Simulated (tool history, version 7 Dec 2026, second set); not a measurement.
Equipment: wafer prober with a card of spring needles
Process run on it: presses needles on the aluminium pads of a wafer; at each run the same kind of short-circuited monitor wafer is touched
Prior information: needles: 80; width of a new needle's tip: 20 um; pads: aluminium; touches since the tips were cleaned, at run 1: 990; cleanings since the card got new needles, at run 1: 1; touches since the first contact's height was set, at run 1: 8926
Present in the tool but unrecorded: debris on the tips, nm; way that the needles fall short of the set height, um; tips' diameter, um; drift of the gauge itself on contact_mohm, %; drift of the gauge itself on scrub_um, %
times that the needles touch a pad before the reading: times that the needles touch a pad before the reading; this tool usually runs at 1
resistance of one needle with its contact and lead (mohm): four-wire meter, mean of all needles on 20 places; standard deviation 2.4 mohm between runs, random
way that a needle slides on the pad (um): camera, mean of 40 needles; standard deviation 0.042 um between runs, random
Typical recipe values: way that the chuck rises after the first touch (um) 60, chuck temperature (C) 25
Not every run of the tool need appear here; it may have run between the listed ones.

| run | hour | way that the chuck rises after the first touch (um) | chuck temperature (C) | times that the needles touch a pad before the reading | touches since the tips were cleaned | cleanings since the card got new needles | touches since the first contact's height was set | resistance of one needle with its contact and lead (mohm) | way that a needle slides on the pad (um) |
|---|---|---|---|---|---|---|---|---|---|
| 1 | 0 | 60 | 25 | 1 | 990 | 1 | 8926 | 285 | 8.08 |
| 2 | 12.6 | 60 | 25 | 2 | 6220 | 1 | 14156 | 291 | 8.12 |
|  | 17.8 | tips cleaned on abrasive film |
| 3 | 23.4 | 60 | 25 | 2 | 2360 | 2 | 18632 | 286 | 8.15 |
| 4 | 32.6 | 60 | 25 | 2 | 6179 | 2 | 22451 | 299 | 8.17 |
|  | 37.7 | tips cleaned on abrasive film |
| 5 | 45.9 | 60 | 115 | 1 | 3402 | 3 | 27918 | 327 | 8.18 |
|  | 57.3 | tips cleaned on abrasive film |
| 6 | 61.3 | 60 | 115 | 1 | 1681 | 4 | 34308 | 310 | 8.11 |
| 7 | 69.7 | 60 | 115 | 1 | 5156 | 4 | 37783 | 321 | 8.1 |
|  | 76.8 | tips cleaned on abrasive film |
| 8 | 81.9 | 60 | 115 | 1 | 2136 | 5 | 42833 | 313 | 8.16 |
|  | 96.1 | tips cleaned on abrasive film |
| 9 | 99.3 | 60 | 115 | 1 | 1341 | 6 | 50004 | 315 | 8.16 |
| 10 | 112.7 | 60 | 35 | 1 | 6900 | 6 | 55563 | 319 | 8.04 |
|  | 115.6 | tips cleaned on abrasive film |
| 11 | 127.4 | 50 | 32 | 3 | 4903 | 7 | 61644 | 289 | 6.76 |
|  | 135.7 | tips cleaned on abrasive film |
| 12 | 139.3 | 50 | 32 | 3 | 1518 | 8 | 66556 | 279 | 6.71 |
| 13 | 148.9 | 78 | 28 | 3 | 5516 | 8 | 70554 | 276 | 10.5 |
|  | 155.2 | tips cleaned on abrasive film |
| 14 | 163.7 | 57 | 31 | 2 | 3514 | 9 | 76639 | 297 | 7.7 |
| 15 | 171.1 | 60 | 64 | 1 | 6602 | 9 | 79727 | 317 | 8.05 |
|  | 174.3 | tips cleaned on abrasive film |
| 16 | 179.1 | 60 | 64 | 1 | 2006 | 10 | 83010 | 304 | 8.11 |
|  | 193.6 | tips cleaned on abrasive film |
| 17 | 194.8 | 60 | 78 | 2 | 507 | 11 | 89497 | 289 | 8.03 |
| 18 | 207.9 | 60 | 78 | 2 | 5976 | 11 | 94966 | 309 | 8.11 |
|  | 213.8 | tips cleaned on abrasive film |
| 19 | 216.6 | 49 | 78 | 2 | 1141 | 12 | 98516 | 299 | 6.52 |
| 20 | 229.7 | 45 | 92 | 3 | 6589 | 12 | 103964 | 319 | 5.97 |

Pick out some run-to-run changes in resistance of one needle with its contact and lead (mohm). Of each, how much would a tool without hidden state show as well, from the settings, what came in and chance, and how much is left for the hidden state and any gauge scatter not in both results compared?
Run 4 -> 5: chuck temperature (C) 25 -> 115, times that the needles touch a pad before the reading 2 -> 1, tips cleaned on abrasive film. resistance of one needle with its contact and lead (mohm) +28: hidden state -1, all else +29.
Run 9 -> 10: chuck temperature (C) 115 -> 35. resistance of one needle with its contact and lead (mohm) +4: hidden state +30, all else -26.
Run 10 -> 11: way that the chuck rises after the first touch (um) 60 -> 50, chuck temperature (C) 35 -> 32, times that the needles touch a pad before the reading 1 -> 3, tips cleaned on abrasive film. resistance of one needle with its contact and lead (mohm) -30: hidden state -27, all else -3.

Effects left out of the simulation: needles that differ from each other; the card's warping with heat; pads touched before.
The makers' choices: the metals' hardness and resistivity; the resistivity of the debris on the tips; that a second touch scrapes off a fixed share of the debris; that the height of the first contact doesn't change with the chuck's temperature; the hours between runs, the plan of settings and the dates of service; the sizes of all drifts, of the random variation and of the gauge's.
